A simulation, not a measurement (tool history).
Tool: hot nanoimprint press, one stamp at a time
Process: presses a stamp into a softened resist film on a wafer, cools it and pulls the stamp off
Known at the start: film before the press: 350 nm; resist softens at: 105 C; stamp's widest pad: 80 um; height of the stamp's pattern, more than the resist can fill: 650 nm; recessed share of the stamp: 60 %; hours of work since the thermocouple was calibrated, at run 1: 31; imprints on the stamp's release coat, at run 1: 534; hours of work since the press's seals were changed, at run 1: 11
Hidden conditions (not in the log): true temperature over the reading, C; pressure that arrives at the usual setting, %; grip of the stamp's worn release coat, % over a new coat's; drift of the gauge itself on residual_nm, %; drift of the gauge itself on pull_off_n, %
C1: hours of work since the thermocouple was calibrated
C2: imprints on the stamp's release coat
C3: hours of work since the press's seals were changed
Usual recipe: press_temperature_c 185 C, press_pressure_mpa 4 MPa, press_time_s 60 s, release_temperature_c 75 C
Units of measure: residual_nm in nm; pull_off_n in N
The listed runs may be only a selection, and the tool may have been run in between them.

run 1 hour=0 | press_temperature_c=185 press_pressure_mpa=4 press_time_s=60 release_temperature_c=75 | C1=31 C2=534 C3=11 | residual_nm=144.4 pull_off_n=120.7
-- hour=7 stamp cleaned and given a new release coat
run 2 hour=12.2 | press_temperature_c=185 press_pressure_mpa=4 press_time_s=60 release_temperature_c=71 | C1=34 C2=18 C3=15 | residual_nm=144.6 pull_off_n=124.2
run 3 hour=19.9 | press_temperature_c=185 press_pressure_mpa=4 press_time_s=60 release_temperature_c=70 | C1=39 C2=44 C3=20 | residual_nm=144.5 pull_off_n=126.1
run 4 hour=30.5 | press_temperature_c=185 press_pressure_mpa=4 press_time_s=60 release_temperature_c=70 | C1=45 C2=80 C3=26 | residual_nm=144.3 pull_off_n=126.9
run 5 hour=39.1 | press_temperature_c=185 press_pressure_mpa=4 press_time_s=60 release_temperature_c=75 | C1=51 C2=109 C3=31 | residual_nm=144.5 pull_off_n=116.1
run 6 hour=45.5 | press_temperature_c=185 press_pressure_mpa=4 press_time_s=60 release_temperature_c=75 | C1=54 C2=131 C3=35 | residual_nm=144.5 pull_off_n=116.7
run 7 hour=56.3 | press_temperature_c=185 press_pressure_mpa=4 press_time_s=60 release_temperature_c=75 | C1=61 C2=168 C3=42 | residual_nm=144.3 pull_off_n=116.7
run 8 hour=61.8 | press_temperature_c=185 press_pressure_mpa=4 press_time_s=60 release_temperature_c=75 | C1=64 C2=187 C3=45 | residual_nm=144 pull_off_n=117
run 9 hour=71.1 | press_temperature_c=185 press_pressure_mpa=4 press_time_s=60 release_temperature_c=75 | C1=70 C2=219 C3=51 | residual_nm=144 pull_off_n=117.6
run 10 hour=80.1 | press_temperature_c=181 press_pressure_mpa=4 press_time_s=60 release_temperature_c=75 | C1=75 C2=250 C3=56 | residual_nm=160.1 pull_off_n=117.6
run 11 hour=92.6 | press_temperature_c=185 press_pressure_mpa=4 press_time_s=47 release_temperature_c=75 | C1=83 C2=293 C3=64 | residual_nm=158 pull_off_n=117.8
run 12 hour=104.2 | press_temperature_c=185 press_pressure_mpa=3.38 press_time_s=60 release_temperature_c=75 | C1=90 C2=332 C3=71 | residual_nm=155.6 pull_off_n=118
run 13 hour=112.3 | press_temperature_c=185 press_pressure_mpa=3.38 press_time_s=60 release_temperature_c=73 | C1=95 C2=360 C3=76 | residual_nm=155.4 pull_off_n=122.6
-- hour=116.4 plate thermocouple calibrated
run 14 hour=124.3 | press_temperature_c=185 press_pressure_mpa=3.38 press_time_s=60 release_temperature_c=73 | C1=5 C2=391 C3=81 | residual_nm=154.9 pull_off_n=123.1
run 15 hour=132.6 | press_temperature_c=185 press_pressure_mpa=3.38 press_time_s=87 release_temperature_c=73 | C1=10 C2=419 C3=86 | residual_nm=134.3 pull_off_n=123.2
run 16 hour=141.1 | press_temperature_c=176 press_pressure_mpa=3.72 press_time_s=60 release_temperature_c=75 | C1=15 C2=448 C3=91 | residual_nm=187.2 pull_off_n=119
run 17 hour=148.5 | press_temperature_c=179 press_pressure_mpa=4.99 press_time_s=90 release_temperature_c=75 | C1=19 C2=474 C3=96 | residual_nm=129.7 pull_off_n=118.9
-- hour=156.6 plate thermocouple calibrated, once more
run 18 hour=160.9 | press_temperature_c=179 press_pressure_mpa=2.89 press_time_s=108 release_temperature_c=72 | C1=3 C2=506 C3=101 | residual_nm=159.4 pull_off_n=127.2
run 19 hour=168.7 | press_temperature_c=179 press_pressure_mpa=2.89 press_time_s=108 release_temperature_c=66 | C1=7 C2=532 C3=106 | residual_nm=159.5 pull_off_n=141
-- hour=176.6 stamp cleaned and given a new release coat
run 20 hour=181.7 | press_temperature_c=179 press_pressure_mpa=2.89 press_time_s=108 release_temperature_c=66 | C1=12 C2=18 C3=110 | residual_nm=159.1 pull_off_n=135.6
run 21 hour=193.9 | press_temperature_c=179 press_pressure_mpa=2.89 press_time_s=108 release_temperature_c=66 | C1=19 C2=59 C3=118 | residual_nm=159.4 pull_off_n=135.8
run 22 hour=202.5 | press_temperature_c=179 press_pressure_mpa=2.89 press_time_s=108 release_temperature_c=66 | C1=24 C2=89 C3=123 | residual_nm=159.4 pull_off_n=136
run 23 hour=211.4 | press_temperature_c=179 press_pressure_mpa=2.89 press_time_s=108 release_temperature_c=66 | C1=29 C2=119 C3=128 | residual_nm=159.2 pull_off_n=136.3
run 24 hour=220.8 | press_temperature_c=179 press_pressure_mpa=3.37 press_time_s=104 release_temperature_c=66 | C1=35 C2=151 C3=134 | residual_nm=150.6 pull_off_n=137
run 25 hour=227.4 | press_temperature_c=179 press_pressure_mpa=3.37 press_time_s=104 release_temperature_c=66 | C1=39 C2=174 C3=138 | residual_nm=150.6 pull_off_n=136.5
run 26 hour=239.2 | press_temperature_c=176 press_pressure_mpa=3.51 press_time_s=81 release_temperature_c=65 | C1=46 C2=214 C3=145 | residual_nm=175.6 pull_off_n=139.2
run 27 hour=245.4 | press_temperature_c=191 press_pressure_mpa=4.4 press_time_s=81 release_temperature_c=65 | C1=50 C2=235 C3=149 | residual_nm=105.4 pull_off_n=139
run 28 hour=255.5 | press_temperature_c=183 press_pressure_mpa=4.48 press_time_s=78 release_temperature_c=66 | C1=56 C2=270 C3=155 | residual_nm=131 pull_off_n=138.1
run 29 hour=263.5 | press_temperature_c=186 press_pressure_mpa=3.48 press_time_s=74 release_temperature_c=66 | C1=61 C2=298 C3=160 | residual_nm=139.5 pull_off_n=138.3

What if the next run were any one of these 4? Each begins from the tool's condition after run 29:
run A hour=273 | press_temperature_c=186 press_pressure_mpa=3.48 press_time_s=89 release_temperature_c=66 | C1=67 C2=330 C3=165 | residual_nm=? pull_off_n=?
run B hour=273 | press_temperature_c=189 press_pressure_mpa=3.48 press_time_s=74 release_temperature_c=66 | C1=67 C2=330 C3=165 | residual_nm=? pull_off_n=?
run C hour=273 | press_temperature_c=186 press_pressure_mpa=2.97 press_time_s=116 release_temperature_c=66 | C1=67 C2=330 C3=165 | residual_nm=? pull_off_n=?
run D hour=273 | press_temperature_c=195 press_pressure_mpa=5.66 press_time_s=89 release_temperature_c=75 | C1=67 C2=330 C3=165 | residual_nm=? pull_off_n=?

run=A residual_nm=129.3 pull_off_n=138
run=B residual_nm=129.1 pull_off_n=138.5
run=C residual_nm=125.7 pull_off_n=138.1
run=D residual_nm=80.1 pull_off_n=118.8
What these runs would have given with no unlogged condition in the tool:
run=A residual_nm=129.5 pull_off_n=135
run=B residual_nm=129.3 pull_off_n=135.5
run=C residual_nm=126 pull_off_n=135.1
run=D residual_nm=79.8 pull_off_n=116.4

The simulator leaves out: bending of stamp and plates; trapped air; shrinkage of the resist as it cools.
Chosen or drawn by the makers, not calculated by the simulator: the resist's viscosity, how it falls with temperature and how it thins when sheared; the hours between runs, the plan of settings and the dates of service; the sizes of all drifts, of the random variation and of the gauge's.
